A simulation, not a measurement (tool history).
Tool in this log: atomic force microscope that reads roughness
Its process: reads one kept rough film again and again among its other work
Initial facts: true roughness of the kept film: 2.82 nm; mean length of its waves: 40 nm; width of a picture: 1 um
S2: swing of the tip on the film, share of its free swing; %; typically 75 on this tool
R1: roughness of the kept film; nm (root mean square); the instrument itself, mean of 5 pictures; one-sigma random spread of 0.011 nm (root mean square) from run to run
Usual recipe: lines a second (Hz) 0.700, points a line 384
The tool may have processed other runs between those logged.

Run 1, hour 0.0: usual settings. Result: R1 2.481 nm (root mean square).
Run 2, hour 10.6: usual settings. Result: R1 2.453 nm (root mean square).
Run 3, hour 27.0: usual settings. Result: R1 2.405 nm (root mean square).
Run 4, hour 36.7: usual settings but lines a second (Hz) 0.685. Result: R1 2.408 nm (root mean square).
Run 5, hour 50.6: usual settings but lines a second (Hz) 0.685. Result: R1 2.371 nm (root mean square).
Run 6, hour 65.3: usual settings. Result: R1 2.328 nm (root mean square).
Run 7, hour 77.7: usual settings. Result: R1 2.286 nm (root mean square).
Run 8, hour 90.0: usual settings. Result: R1 2.275 nm (root mean square).
Run 9, hour 101.4: usual settings. Result: R1 2.238 nm (root mean square).
Run 10, hour 109.2: usual settings but S2 76 %. Result: R1 2.225 nm (root mean square).
Run 11, hour 123.4: usual settings but S2 76 %. Result: R1 2.182 nm (root mean square).
Run 12, hour 134.7: usual settings but S2 76 %. Result: R1 2.151 nm (root mean square).
Run 13, hour 151.0: usual settings but S2 76 %. Result: R1 2.116 nm (root mean square).
At hour 155.7: new tip fitted.
Run 14, hour 159.8: usual settings but S2 69 %. Result: R1 2.577 nm (root mean square).
Run 15, hour 169.4: usual settings but S2 69 %. Result: R1 2.547 nm (root mean square).
Run 16, hour 177.1: usual settings but lines a second (Hz) 1.642. Result: R1 2.450 nm (root mean square).
Run 17, hour 192.8: usual settings. Result: R1 2.468 nm (root mean square).
Run 18, hour 203.9: usual settings. Result: R1 2.425 nm (root mean square).
Run 19, hour 217.2: usual settings. Result: R1 2.406 nm (root mean square).
Run 20, hour 228.0: usual settings. Result: R1 2.382 nm (root mean square).
Run 21, hour 242.5: usual settings. Result: R1 2.329 nm (root mean square).
Run 22, hour 252.2: usual settings. Result: R1 2.309 nm (root mean square).
Run 23, hour 268.8: usual settings but points a line 482. Result: R1 2.268 nm (root mean square).
Run 24, hour 278.6: usual settings but lines a second (Hz) 3.899. Result: R1 2.092 nm (root mean square).
Run 25, hour 287.9: usual settings but lines a second (Hz) 2.860, S2 70 %. Result: R1 2.167 nm (root mean square).
Run 26, hour 298.2: usual settings but lines a second (Hz) 2.004. Result: R1 2.120 nm (root mean square).
Run 27, hour 309.2: usual settings but S2 72 %, points a line 293. Result: R1 2.177 nm (root mean square).
At hour 311.0: height scale calibrated on a step standard.
Run 28, hour 324.8: usual settings but lines a second (Hz) 1.052, S2 82 %, points a line 851. Result: R1 2.112 nm (root mean square).
Run 29, hour 337.1: usual settings but lines a second (Hz) 3.367, points a line 280. Result: R1 2.006 nm (root mean square).
At hour 338.3: new tip fitted.
Run 30, hour 350.9: usual settings but lines a second (Hz) 0.991, S2 61 %, points a line 601. Result: R1 2.567 nm (root mean square).
Run 31, hour 361.4: usual settings but lines a second (Hz) 0.991, S2 61 %, points a line 473. Result: R1 2.504 nm (root mean square).
At hour 368.5: height scale calibrated on a step standard, once more.
Run 32, hour 370.5: usual settings but S2 58 %, points a line 571. Result: R1 2.517 nm (root mean square).
Run 33, hour 379.1: usual settings but S2 58 %, points a line 571. Result: R1 2.485 nm (root mean square).
Run 34, hour 392.7: usual settings but S2 58 %, points a line 571. Result: R1 2.448 nm (root mean square).
Run 35, hour 407.7: usual settings but lines a second (Hz) 0.553, S2 58 %, points a line 571. Result: R1 2.410 nm (root mean square).
Run 36, hour 420.0: usual settings but lines a second (Hz) 0.553, S2 58 %, points a line 571. Result: R1 2.391 nm (root mean square).
Run 37, hour 430.9: usual settings but lines a second (Hz) 0.788, S2 56 %, points a line 765. Result: R1 2.343 nm (root mean square).
Run 38, hour 445.7: usual settings but lines a second (Hz) 0.788, S2 67 %, points a line 1003. Result: R1 2.310 nm (root mean square).
Run 39, hour 458.7: usual settings but lines a second (Hz) 0.788, S2 67 %, points a line 1003. Result: R1 2.271 nm (root mean square).
Run 40, hour 472.8: usual settings but lines a second (Hz) 0.579, S2 57 %. Result: R1 2.254 nm (root mean square).
Run 41, hour 481.2: usual settings but lines a second (Hz) 0.579, S2 70 %, points a line 533. Result: R1 2.230 nm (root mean square).
Run 42, hour 492.4: usual settings but lines a second (Hz) 0.579, S2 76 %, points a line 533. Result: R1 2.206 nm (root mean square).
Run 43, hour 500.1: usual settings but S2 79 %, points a line 728. Result: R1 2.161 nm (root mean square).
Run 44, hour 509.1: usual settings but lines a second (Hz) 1.079, points a line 860. Result: R1 2.147 nm (root mean square).

A few steps of R1 between consecutive runs. Split each: what settings, incoming material and random variation would produce without the hidden state, and what is left over for the hidden state, along with gauge scatter present in only one of the two compared results (measured, and without hidden state):
Hidden conditions of the tool in this case: radius of the tip, nm; height scale over the true one, %; drift of the gauge itself on roughness_nm, %.
Run 13 -> 14: S2 76 -> 69, new tip fitted. R1 +0.461 nm (root mean square): hidden state +0.433, all else +0.028.
Run 16 -> 17: lines a second (Hz) 1.642 -> 0.700. R1 +0.018 nm (root mean square): hidden state -0.044, all else +0.062.
Run 23 -> 24: lines a second (Hz) 0.700 -> 3.899, points a line 482 -> 384. R1 -0.176 nm (root mean square): hidden state +0.000, all else -0.176.
Run 29 -> 30: lines a second (Hz) 3.367 -> 0.991, S2 75 -> 61, points a line 280 -> 601, new tip fitted. R1 +0.561 nm (root mean square): hidden state +0.381, all else +0.180.

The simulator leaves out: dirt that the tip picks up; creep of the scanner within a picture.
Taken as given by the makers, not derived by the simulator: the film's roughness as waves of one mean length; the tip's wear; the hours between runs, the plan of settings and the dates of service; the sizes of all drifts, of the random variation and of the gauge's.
